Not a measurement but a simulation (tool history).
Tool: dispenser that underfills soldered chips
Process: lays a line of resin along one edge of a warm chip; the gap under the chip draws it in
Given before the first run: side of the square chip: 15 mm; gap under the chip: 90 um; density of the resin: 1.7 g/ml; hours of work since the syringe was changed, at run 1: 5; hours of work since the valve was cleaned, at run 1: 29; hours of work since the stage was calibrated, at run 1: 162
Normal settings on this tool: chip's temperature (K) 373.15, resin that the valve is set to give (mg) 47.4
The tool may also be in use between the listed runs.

run	hour	chip's temperature (K)	resin that the valve is set to give (mg)	hours of work since the syringe was changed	hours of work since the valve was cleaned	hours of work since the stage was calibrated	time until the resin shows at the far edge (s)	resin that the valve gave (mg)
1	0.0	373.15	47.4	5	29	162	128.7	46.35
# hour 5.4: new syringe of resin
2	7.8	373.15	54.6	2	35	167	115.4	53.29
# hour 17.0: new syringe of resin
3	17.0	373.15	54.6	0	42	174	108.2	53.39
4	25.9	373.15	47.4	7	49	181	137.9	45.56
# hour 28.9: new syringe of resin
5	31.2	373.15	47.4	2	53	185	117.0	45.50
6	38.6	373.15	49.8	8	59	191	141.2	47.63
# hour 40.6: new syringe of resin
7	48.1	373.15	49.8	6	66	198	131.4	47.06
# hour 52.4: new syringe of resin
8	52.4	373.15	47.4	0	69	201	109.5	45.21
9	60.3	373.15	47.4	6	75	208	134.8	44.89
# hour 64.4: new syringe of resin
10	70.5	373.15	47.4	5	83	215	131.9	44.74
# hour 76.1: new syringe of resin
11	79.2	361.15	47.4	2	89	222	170.8	44.39
# hour 88.0: new syringe of resin
12	89.1	361.15	47.4	1	97	229	165.7	44.29
13	93.7	361.15	47.4	4	101	233	188.2	44.10
# hour 99.7: new syringe of resin
14	104.0	361.15	41.6	3	108	241	190.7	38.38
15	108.3	361.15	41.6	7	112	244	217.0	38.33
# hour 111.3: new syringe of resin
16	114.1	361.15	41.6	2	116	248	185.0	37.92
17	118.6	375.15	54.1	6	120	252	124.6	49.65
# hour 122.7: new syringe of resin
18	127.7	370.15	45.2	4	126	259	144.5	40.88
# hour 134.4: new syringe of resin
19	135.2	370.15	45.2	1	132	265	125.3	41.06
20	143.0	370.15	45.2	7	138	271	157.6	41.02
# hour 146.5: new syringe of resin
21	150.5	362.15	51.0	3	144	276	166.1	45.65
# hour 152.2: dispensing valve cleaned and set on the balance
# hour 159.2: new syringe of resin
22	161.2	362.15	51.0	2	7	284	155.7	50.84
23	169.8	362.15	44.0	8	14	290	200.6	43.77
# hour 170.9: new syringe of resin
24	174.9	362.15	44.0	3	17	294	171.2	43.35
25	180.1	373.15	54.9	7	21	298	135.7	54.07
# hour 182.6: new syringe of resin
# hour 184.1: stage's temperature calibrated
26	185.5	373.15	54.9	1	25	1	116.6	53.53
27	193.9	373.15	54.9	8	31	8	143.9	53.36
# hour 195.2: new syringe of resin
28	203.0	373.15	54.9	6	38	15	137.5	53.07
# hour 207.0: new syringe of resin
29	211.8	359.15	56.8	4	45	21	188.1	54.94

Here are 3 independent what-if runs from the current tool condition. What would each one return?
# hour 219.2: new syringe of resin
A	220.1	379.15	44.8	1	51	27	?	?
# hour 219.2: new syringe of resin
B	220.1	376.15	56.8	1	51	27	?	?
# hour 219.2: new syringe of resin
C	220.1	366.15	56.8	1	51	27	?	?

run	time until the resin shows at the far edge (s)	resin that the valve gave (mg)
A	99.2	43.26
B	102.6	54.64
C	139.3	54.81
Stripped of hidden state, with their random variation kept, the same runs would have yielded:
run	time until the resin shows at the far edge (s)	resin that the valve gave (mg)
A	97.9	44.90
B	102.2	56.72
C	138.7	56.90
